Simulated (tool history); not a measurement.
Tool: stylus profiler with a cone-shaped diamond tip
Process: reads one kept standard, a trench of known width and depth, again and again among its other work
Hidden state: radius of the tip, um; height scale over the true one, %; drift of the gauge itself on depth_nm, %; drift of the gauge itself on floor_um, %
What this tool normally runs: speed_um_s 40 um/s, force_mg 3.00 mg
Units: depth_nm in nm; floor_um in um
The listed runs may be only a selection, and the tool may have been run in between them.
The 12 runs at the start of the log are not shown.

| run | hour | speed_um_s | force_mg | scans with this tip | hours of work since the height scale was calibrated | depth_nm | floor_um |
|---|---|---|---|---|---|---|---|
| 13 | 188.8 | 40 | 2.07 | 834 | 107 | 101.45 | 27.69 |
| 14 | 201.9 | 40 | 2.07 | 882 | 113 | 101.44 | 27.77 |
| 15 | 217.0 | 40 | 2.07 | 937 | 120 | 101.43 | 27.72 |
| 16 | 228.5 | 40 | 2.07 | 979 | 125 | 101.40 | 27.73 |
| 17 | 239.1 | 13 | 6.52 | 1018 | 130 | 103.10 | 27.94 |
| 18 | 259.3 | 11 | 2.72 | 1091 | 140 | 101.68 | 27.93 |
| 19 | 278.3 | 40 | 3.19 | 1160 | 149 | 101.93 | 27.82 |
| 20 | 288.7 | 40 | 3.19 | 1198 | 153 | 101.91 | 27.77 |
| 21 | 300.1 | 13 | 3.00 | 1240 | 159 | 101.82 | 27.90 |
| 22 | 321.1 | 13 | 1.60 | 1317 | 169 | 101.20 | 27.91 |
| 23 | 342.2 | 20 | 6.42 | 1393 | 178 | 103.02 | 27.92 |
| 24 | 359.9 | 25 | 1.35 | 1458 | 187 | 101.08 | 27.81 |
| 25 | 382.1 | 25 | 2.40 | 1539 | 197 | 101.56 | 27.85 |
| 26 | 394.7 | 46 | 2.18 | 1585 | 203 | 101.42 | 27.75 |
| 27 | 408.0 | 46 | 2.18 | 1633 | 209 | 101.44 | 27.72 |
| 28 | 429.3 | 40 | 2.49 | 1711 | 219 | 101.59 | 27.81 |
| 29 | 449.0 | 74 | 2.49 | 1783 | 228 | 101.62 | 27.56 |
| 30 | 464.3 | 13 | 1.69 | 1839 | 235 | 101.27 | 27.87 |
| 31 | 482.5 | 13 | 1.69 | 1905 | 244 | 101.29 | 27.97 |
| 32 | 502.0 | 37 | 1.48 | 1976 | 253 | 101.11 | 27.77 |

3 options for the next run, each taken on its own from the tool as it stands now. Forecast them:
| A | 516.7 | 48 | 4.24 | 2030 | 260 | ? | ? |
| B | 516.7 | 24 | 1.48 | 2030 | 260 | ? | ? |
| C | 516.7 | 30 | 5.11 | 2030 | 260 | ? | ? |

| run | depth_nm | floor_um |
|---|---|---|
| A | 102.29 | 27.85 |
| B | 101.14 | 27.86 |
| C | 102.63 | 27.90 |
What these runs would have given with no unlogged condition in the tool:
| run | depth_nm | floor_um |
|---|---|---|
| A | 102.29 | 27.86 |
| B | 101.14 | 27.86 |
| C | 102.63 | 27.90 |
